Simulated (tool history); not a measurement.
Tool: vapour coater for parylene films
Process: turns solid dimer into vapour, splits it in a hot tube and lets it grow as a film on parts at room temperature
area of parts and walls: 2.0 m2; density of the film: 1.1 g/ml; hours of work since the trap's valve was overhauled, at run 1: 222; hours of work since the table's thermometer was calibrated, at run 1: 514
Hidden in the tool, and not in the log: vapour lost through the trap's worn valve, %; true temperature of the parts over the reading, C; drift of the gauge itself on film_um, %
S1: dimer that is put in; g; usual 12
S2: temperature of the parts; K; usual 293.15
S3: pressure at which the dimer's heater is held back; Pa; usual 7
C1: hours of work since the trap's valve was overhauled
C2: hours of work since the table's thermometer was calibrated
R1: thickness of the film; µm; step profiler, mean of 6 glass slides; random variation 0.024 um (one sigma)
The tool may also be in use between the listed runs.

Run 1, hour 0: usual settings; C1 222; C2 514. Result: R1 3.3 µm.
Run 2, hour 14.6: usual settings; C1 234; C2 526. Result: R1 3.29 µm.
Run 3, hour 27.3: usual settings; C1 245; C2 536. Result: R1 3.28 µm.
Run 4, hour 36.1: usual settings; C1 252; C2 544. Result: R1 3.28 µm.
Run 5, hour 46: usual settings; C1 260; C2 552. Result: R1 3.26 µm.
Run 6, hour 60.7: usual settings; C1 272; C2 564. Result: R1 3.24 µm.
Run 7, hour 77.4: usual settings; C1 286; C2 578. Result: R1 3.25 µm.
Run 8, hour 96.4: usual settings but S1 8 g, S2 305.15 K, S3 5.82 Pa; C1 302; C2 594. Result: R1 1.54 µm.
At hour 113.7: trap's valve overhauled.
Run 9, hour 119.6: usual settings but S1 8 g, S2 305.15 K, S3 5.82 Pa; C1 5; C2 610. Result: R1 1.65 µm.
Run 10, hour 130.1: usual settings but S1 21 g, S2 305.15 K, S3 2.56 Pa; C1 14; C2 618. Result: R1 4.61 µm.
Run 11, hour 143.4: usual settings but S1 21 g, S2 305.15 K, S3 2.56 Pa; C1 25; C2 629. Result: R1 4.58 µm.

5 ways to go on from here, each from the tool as it stands after run 11. What would each give?
Run A, hour 160.8: usual settings but S1 9 g, S3 2.93 Pa; C1 39; C2 644. Result: R1 ?.
Run B, hour 160.8: usual settings but S3 10.12 Pa; C1 39; C2 644. Result: R1 ?.
Run C, hour 160.8: usual settings but S1 7 g, S2 301.15 K, S3 6.18 Pa; C1 39; C2 644. Result: R1 ?.
Run D, hour 160.8: usual settings but S1 21 g, S2 305.15 K, S3 2.74 Pa; C1 39; C2 644. Result: R1 ?.
Run E, hour 160.8: usual settings but S1 16 g, S2 300.15 K, S3 9.21 Pa; C1 39; C2 644. Result: R1 ?.

run    R1
  A  2.74
  B  3.33
  C  1.59
  D  4.57
  E  3.64
Without the tool's hidden state the same runs would have given:
run    R1
  A  2.75
  B  3.35
  C  1.59
  D  4.59
  E  3.65

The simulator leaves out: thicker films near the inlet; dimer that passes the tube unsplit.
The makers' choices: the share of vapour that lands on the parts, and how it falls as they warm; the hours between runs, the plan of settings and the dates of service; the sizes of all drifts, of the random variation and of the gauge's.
